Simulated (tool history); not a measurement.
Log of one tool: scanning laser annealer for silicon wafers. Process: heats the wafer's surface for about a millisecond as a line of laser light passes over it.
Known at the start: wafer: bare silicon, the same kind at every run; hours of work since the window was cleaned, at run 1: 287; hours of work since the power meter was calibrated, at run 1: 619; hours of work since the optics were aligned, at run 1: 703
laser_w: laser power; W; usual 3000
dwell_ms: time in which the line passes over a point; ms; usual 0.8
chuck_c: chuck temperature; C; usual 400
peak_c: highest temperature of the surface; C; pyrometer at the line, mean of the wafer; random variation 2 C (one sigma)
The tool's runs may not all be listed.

run,day,laser_w,dwell_ms,chuck_c,hours of work since the window was cleaned,hours of work since the power meter was calibrated,hours of work since the optics were aligned,peak_c
1,0,3000,0.8,400,287,619,703,1193
2,1.988,3000,0.8,400,323,655,739,1184
# day 3.875: window over the wafer cleaned
3,4.708,3137,0.8,400,15,704,788,1278
4,6.479,3000,0.8,400,48,737,820,1228
5,9.567,3000,0.8,400,105,793,877,1213
6,12.538,3000,0.746,400,160,848,932,1181
7,14.175,3000,0.746,400,190,878,962,1178
8,15.883,3000,0.921,407,221,910,994,1261
9,17.642,2701,0.8,406,254,942,1026,1105
10,20.9,3264,0.567,429,314,1002,1086,1171
# day 23.383: window over the wafer cleaned
11,23.825,3266,0.665,400,8,1055,1139,1243
12,25.329,3266,0.665,400,36,1082,1166,1237
13,28.2,3207,0.949,400,89,1135,1219,1363
14,31.562,2694,0.638,371,151,1197,1281,1006

Forecast each of these 3 alternatives for the next run:
A,33.171,2843,0.848,400,180,1227,1311,?
B,33.171,2662,0.76,404,180,1227,1311,?
C,33.171,2757,0.8,418,180,1227,1311,?

run,peak_c
A,1173
B,1080
C,1146
Without the tool's hidden state the same runs would have given:
run,peak_c
A,1214
B,1116
C,1185
